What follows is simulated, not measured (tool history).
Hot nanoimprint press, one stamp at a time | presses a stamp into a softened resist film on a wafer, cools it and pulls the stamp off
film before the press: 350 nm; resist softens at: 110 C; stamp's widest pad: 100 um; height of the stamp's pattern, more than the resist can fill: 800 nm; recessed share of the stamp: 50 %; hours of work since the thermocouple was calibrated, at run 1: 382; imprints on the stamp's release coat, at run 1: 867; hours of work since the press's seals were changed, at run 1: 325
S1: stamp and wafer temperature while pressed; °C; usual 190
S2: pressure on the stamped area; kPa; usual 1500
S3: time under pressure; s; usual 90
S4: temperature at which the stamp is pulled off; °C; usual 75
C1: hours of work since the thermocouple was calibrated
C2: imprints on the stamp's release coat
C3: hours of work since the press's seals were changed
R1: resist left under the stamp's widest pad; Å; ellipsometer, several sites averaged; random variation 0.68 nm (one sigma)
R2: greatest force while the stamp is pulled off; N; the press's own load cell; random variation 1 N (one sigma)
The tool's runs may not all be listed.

run,hour,S1,S2,S3,S4,C1,C2,C3,R1,R2
1,0.0,190,1500,90,75,382,867,325,1978,109.3
2,18.4,190,1500,90,75,390,912,333,1968,108.5
3,33.0,190,1500,90,75,397,948,339,1970,111.0
4,41.6,190,1500,90,75,400,969,343,1979,110.9
5,56.0,192,1500,90,75,407,1004,349,1844,112.0
6,72.8,192,1500,90,75,414,1045,357,1844,111.8
7,81.4,190,1500,66,75,418,1066,360,2183,111.3
8,89.9,190,1500,66,71,421,1087,364,2186,118.7
9,106.5,190,1500,90,75,428,1128,371,1985,113.0
10,121.5,190,1500,90,75,435,1164,377,1982,112.7
11,130.7,190,1500,90,75,439,1187,381,1983,116.5
12,143.5,190,1500,90,75,444,1218,387,1981,115.5
# hour 154.7: stamp cleaned and given a new release coat
13,159.8,190,1500,90,75,449,12,391,1986,92.8
14,171.9,190,1500,90,75,454,42,397,1971,96.2
15,184.6,190,1500,90,75,459,73,402,2006,94.7
16,194.2,185,910,90,83,464,96,406,2631,89.8
17,206.4,185,910,90,83,469,126,411,2628,91.3
18,218.7,186,1500,108,75,474,156,417,2131,97.4
19,232.7,186,2020,128,63,480,191,423,1838,109.2
20,241.4,190,1500,177,81,484,212,427,1545,93.4
21,250.4,190,1500,62,65,488,234,430,2244,108.3
22,263.9,182,960,152,67,494,267,436,2475,108.3
23,282.3,190,2270,90,80,502,312,444,1737,97.1
24,296.9,190,1250,114,75,508,348,451,1960,102.4
25,313.9,190,1250,114,75,515,389,458,1966,102.3
26,326.4,190,1250,114,75,521,420,463,1961,103.3
27,346.0,179,1440,90,75,529,468,472,2767,103.9
28,361.0,179,1440,90,75,535,504,478,2763,104.4
29,378.1,190,1500,90,69,543,546,486,2008,108.8
# hour 386.2: plate thermocouple calibrated
30,391.0,196,1500,46,65,2,571,490,1978,110.5

3 ways to go on from here, each from the tool as it stands after run 30. What would each give?
A,404.7,180,1540,135,75,8,604,496,?,?
B,404.7,196,1150,74,73,8,604,496,?,?
C,404.7,190,1990,56,75,8,604,496,?,?

run,R1,R2
A,2277,104.4
B,1823,106.7
C,2026,103.3
Without the tool's hidden state the same runs would have given:
run,R1,R2
A,2240,93.8
B,1794,95.9
C,1984,92.9
